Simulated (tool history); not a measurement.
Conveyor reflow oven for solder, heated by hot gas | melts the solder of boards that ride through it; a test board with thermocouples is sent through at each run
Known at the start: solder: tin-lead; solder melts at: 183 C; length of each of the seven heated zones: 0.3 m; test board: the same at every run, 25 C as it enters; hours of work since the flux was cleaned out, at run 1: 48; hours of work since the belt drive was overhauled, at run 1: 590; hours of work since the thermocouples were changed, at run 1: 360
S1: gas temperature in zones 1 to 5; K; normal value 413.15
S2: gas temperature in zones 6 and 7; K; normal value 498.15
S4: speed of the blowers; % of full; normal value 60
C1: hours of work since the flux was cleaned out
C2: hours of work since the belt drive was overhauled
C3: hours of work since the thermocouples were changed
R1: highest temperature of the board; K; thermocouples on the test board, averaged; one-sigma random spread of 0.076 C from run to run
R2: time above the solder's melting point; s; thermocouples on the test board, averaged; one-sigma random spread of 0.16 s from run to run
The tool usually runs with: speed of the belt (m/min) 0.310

run 1 day=0.000 | S1=413.15 S2=498.15 speed_of_the_belt_(m/min)=0.310 S4=60 | C1=48 C2=590 C3=360 | R1=482.14 R2=77.7
run 2 day=1.871 | S1=413.15 S2=498.15 speed_of_the_belt_(m/min)=0.310 S4=60 | C1=78 C2=620 C3=391 | R1=481.95 R2=77.7
run 3 day=3.367 | S1=413.15 S2=498.15 speed_of_the_belt_(m/min)=0.310 S4=60 | C1=103 C2=645 C3=415 | R1=482.05 R2=77.6
run 4 day=5.675 | S1=413.15 S2=498.15 speed_of_the_belt_(m/min)=0.362 S4=60 | C1=141 C2=682 C3=453 | R1=476.64 R2=56.0
run 5 day=8.721 | S1=413.15 S2=498.15 speed_of_the_belt_(m/min)=0.362 S4=60 | C1=190 C2=732 C3=502 | R1=476.51 R2=55.8
run 6 day=10.692 | S1=413.15 S2=498.15 speed_of_the_belt_(m/min)=0.362 S4=60 | C1=222 C2=764 C3=535 | R1=476.29 R2=55.7
-- day=12.017 thermocouples of zones 6 and 7 changed
run 7 day=13.688 | S1=413.15 S2=498.15 speed_of_the_belt_(m/min)=0.292 S4=60 | C1=270 C2=812 C3=27 | R1=482.55 R2=84.5
run 8 day=15.092 | S1=404.15 S2=498.15 speed_of_the_belt_(m/min)=0.310 S4=60 | C1=293 C2=835 C3=50 | R1=478.69 R2=67.1
-- day=17.225 flux residue cleaned out of gas plates and filters
run 9 day=18.500 | S1=423.15 S2=498.15 speed_of_the_belt_(m/min)=0.310 S4=60 | C1=21 C2=887 C3=102 | R1=482.04 R2=84.2
-- day=18.896 belt drive overhauled, speed set with a stopwatch
run 10 day=21.425 | S1=423.15 S2=498.15 speed_of_the_belt_(m/min)=0.310 S4=60 | C1=66 C2=41 C3=148 | R1=481.46 R2=81.1
run 11 day=24.050 | S1=423.15 S2=498.15 speed_of_the_belt_(m/min)=0.310 S4=60 | C1=109 C2=84 C3=190 | R1=481.42 R2=81.0
-- day=24.554 flux residue cleaned out of gas plates and filters, once more
run 12 day=27.425 | S1=423.15 S2=498.15 speed_of_the_belt_(m/min)=0.310 S4=59 | C1=47 C2=136 C3=242 | R1=483.40 R2=85.4
run 13 day=28.817 | S1=423.15 S2=498.15 speed_of_the_belt_(m/min)=0.310 S4=59 | C1=70 C2=159 C3=265 | R1=483.49 R2=85.1
run 14 day=31.471 | S1=423.15 S2=498.15 speed_of_the_belt_(m/min)=0.310 S4=59 | C1=113 C2=202 C3=308 | R1=483.39 R2=84.8
run 15 day=34.067 | S1=413.15 S2=503.15 speed_of_the_belt_(m/min)=0.310 S4=60 | C1=155 C2=244 C3=351 | R1=485.82 R2=81.8
run 16 day=36.492 | S1=412.15 S2=498.15 speed_of_the_belt_(m/min)=0.310 S4=60 | C1=195 C2=284 C3=390 | R1=481.23 R2=74.5
run 17 day=38.575 | S1=413.15 S2=511.15 speed_of_the_belt_(m/min)=0.310 S4=54 | C1=229 C2=318 C3=424 | R1=490.48 R2=87.7
run 18 day=41.525 | S1=413.15 S2=511.15 speed_of_the_belt_(m/min)=0.310 S4=54 | C1=277 C2=366 C3=472 | R1=490.22 R2=87.3
run 19 day=43.388 | S1=403.15 S2=491.15 speed_of_the_belt_(m/min)=0.310 S4=54 | C1=308 C2=397 C3=503 | R1=471.10 R2=49.3
-- day=44.638 flux residue cleaned out of gas plates and filters
run 20 day=45.475 | S1=413.15 S2=496.15 speed_of_the_belt_(m/min)=0.310 S4=60 | C1=14 C2=427 C3=533 | R1=481.15 R2=76.0
-- day=46.883 thermocouples of zones 6 and 7 changed
run 21 day=47.158 | S1=401.15 S2=498.15 speed_of_the_belt_(m/min)=0.315 S4=60 | C1=40 C2=453 C3=5 | R1=478.67 R2=64.3
run 22 day=48.875 | S1=401.15 S2=496.15 speed_of_the_belt_(m/min)=0.315 S4=78 | C1=68 C2=481 C3=33 | R1=481.97 R2=72.5
run 23 day=50.229 | S1=413.15 S2=498.15 speed_of_the_belt_(m/min)=0.263 S4=60 | C1=90 C2=504 C3=55 | R1=486.40 R2=101.0
run 24 day=52.117 | S1=402.15 S2=498.15 speed_of_the_belt_(m/min)=0.310 S4=63 | C1=121 C2=534 C3=85 | R1=480.31 R2=69.1
run 25 day=54.554 | S1=413.15 S2=512.15 speed_of_the_belt_(m/min)=0.298 S4=83 | C1=161 C2=574 C3=125 | R1=500.96 R2=104.8
run 26 day=57.692 | S1=413.15 S2=500.15 speed_of_the_belt_(m/min)=0.285 S4=79 | C1=212 C2=625 C3=177 | R1=489.99 R2=98.9
run 27 day=60.362 | S1=413.15 S2=500.15 speed_of_the_belt_(m/min)=0.285 S4=79 | C1=255 C2=669 C3=220 | R1=489.97 R2=98.9
run 28 day=63.175 | S1=413.15 S2=498.15 speed_of_the_belt_(m/min)=0.355 S4=78 | C1=301 C2=715 C3=266 | R1=481.62 R2=67.1
-- day=64.808 flux residue cleaned out of gas plates and filters
run 29 day=66.250 | S1=413.15 S2=499.15 speed_of_the_belt_(m/min)=0.351 S4=78 | C1=24 C2=762 C3=313 | R1=484.74 R2=72.7

Alternative continuations, all from the tool just after run 29; predict every row:
run A day=68.658 | S1=413.15 S2=510.15 speed_of_the_belt_(m/min)=0.273 S4=60 | C1=63 C2=801 C3=352 | R1=? R2=?
run B day=68.658 | S1=413.15 S2=512.15 speed_of_the_belt_(m/min)=0.279 S4=60 | C1=63 C2=801 C3=352 | R1=? R2=?
run C day=68.658 | S1=413.15 S2=498.15 speed_of_the_belt_(m/min)=0.310 S4=77 | C1=63 C2=801 C3=352 | R1=? R2=?

run=A R1=497.23 R2=111.6
run=B R1=498.35 R2=110.2
run=C R1=486.99 R2=87.1
The same runs, with their run-to-run variation unchanged, on a tool lacking any hidden condition would have given:
run=A R1=496.05 R2=108.2
run=B R1=497.16 R2=106.8
run=C R1=485.96 R2=84.1

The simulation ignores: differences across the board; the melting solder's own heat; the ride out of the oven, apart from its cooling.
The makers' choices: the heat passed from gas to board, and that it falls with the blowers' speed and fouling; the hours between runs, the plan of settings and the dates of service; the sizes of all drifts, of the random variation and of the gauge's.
